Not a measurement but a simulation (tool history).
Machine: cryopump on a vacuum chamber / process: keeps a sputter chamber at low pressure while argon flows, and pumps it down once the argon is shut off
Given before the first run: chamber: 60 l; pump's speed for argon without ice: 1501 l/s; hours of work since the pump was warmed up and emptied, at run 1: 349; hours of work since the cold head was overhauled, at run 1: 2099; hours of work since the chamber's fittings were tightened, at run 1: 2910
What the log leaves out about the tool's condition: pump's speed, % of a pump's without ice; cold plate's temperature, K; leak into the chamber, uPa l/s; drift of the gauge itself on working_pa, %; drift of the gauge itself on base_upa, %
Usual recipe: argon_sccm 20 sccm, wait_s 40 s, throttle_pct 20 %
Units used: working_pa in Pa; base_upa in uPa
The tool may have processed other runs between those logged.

| run | hour | argon_sccm | wait_s | throttle_pct | hours of work since the pump was warmed up and emptied | hours of work since the cold head was overhauled | hours of work since the chamber's fittings were tightened | working_pa | base_upa |
|---|---|---|---|---|---|---|---|---|---|
| 1 | 0.0 | 20 | 40 | 20 | 349 | 2099 | 2910 | 0.1161 | 3.03 |
| 2 | 72.2 | 20 | 99 | 20 | 401 | 2151 | 2962 | 0.1158 | 1.57 |
| 3 | 140.8 | 20 | 99 | 20 | 451 | 2201 | 3012 | 0.1159 | 1.62 |
| 4 | 190.3 | 20 | 99 | 20 | 486 | 2237 | 3048 | 0.1169 | 1.61 |
| 5 | 239.9 | 20 | 99 | 20 | 522 | 2273 | 3084 | 0.1166 | 1.69 |
| 6 | 280.7 | 20 | 99 | 56 | 552 | 2302 | 3113 | 0.0444 | 1.64 |
| 7 | 357.8 | 20 | 40 | 21 | 608 | 2358 | 3169 | 0.1129 | 3.00 |
| 8 | 441.5 | 20 | 40 | 20 | 668 | 2419 | 3230 | 0.1186 | 3.10 |
| 9 | 505.9 | 20 | 40 | 20 | 715 | 2465 | 3276 | 0.1191 | 3.05 |
| 10 | 553.7 | 20 | 40 | 20 | 750 | 2500 | 3311 | 0.1194 | 3.16 |
| 11 | 632.0 | 20 | 40 | 20 | 806 | 2557 | 3367 | 0.1205 | 3.25 |
|  | 667.9 | pump warmed up, emptied and cooled again |
| 12 | 708.1 | 20 | 40 | 20 | 29 | 2608 | 3419 | 0.1126 | 2.96 |
| 13 | 798.0 | 20 | 40 | 20 | 94 | 2673 | 3484 | 0.1138 | 3.02 |
| 14 | 859.8 | 29 | 67 | 24 | 139 | 2718 | 3529 | 0.1381 | 2.05 |
| 15 | 915.5 | 29 | 82 | 24 | 179 | 2758 | 3569 | 0.1388 | 1.76 |
| 16 | 965.8 | 10 | 207 | 21 | 216 | 2795 | 3606 | 0.0543 | 1.13 |
| 17 | 1053.7 | 19 | 154 | 21 | 279 | 2858 | 3669 | 0.1038 | 1.33 |
| 18 | 1128.9 | 19 | 39 | 20 | 334 | 2913 | 3724 | 0.1106 | 3.17 |
|  | 1203.7 | leaking fittings of the chamber tightened, without venting |
| 19 | 1222.1 | 19 | 39 | 20 | 400 | 2979 | 13 | 0.1098 | 2.72 |
| 20 | 1290.4 | 38 | 40 | 33 | 449 | 3028 | 63 | 0.1379 | 2.65 |
| 21 | 1375.3 | 38 | 40 | 33 | 511 | 3090 | 124 | 0.1381 | 2.66 |
| 22 | 1452.1 | 38 | 101 | 36 | 567 | 3145 | 180 | 0.1276 | 1.27 |
| 23 | 1495.2 | 38 | 101 | 36 | 598 | 3177 | 211 | 0.1290 | 1.26 |

Some steps in working_pa, run to run, broken into two amounts with sign: the step expected even without the hidden condition (settings, incoming material, random variation), and the rest, left for the hidden condition together with whatever gauge scatter is not in both the measured and the hidden-condition-free result:
Run 5 -> 6: throttle_pct 20 -> 56. working_pa -0.0722 Pa: hidden state +0.0003, all else -0.0725.
Run 11 -> 12: pump warmed up, emptied and cooled again. working_pa -0.0079 Pa: hidden state -0.0069, all else -0.0010.
Run 15 -> 16: argon_sccm 29 -> 10, wait_s 82 -> 207, throttle_pct 24 -> 21. working_pa -0.0845 Pa: hidden state -0.0014, all else -0.0831.
Run 19 -> 20: argon_sccm 19 -> 38, wait_s 39 -> 40, throttle_pct 20 -> 33. working_pa +0.0281 Pa: hidden state +0.0042, all else +0.0239.
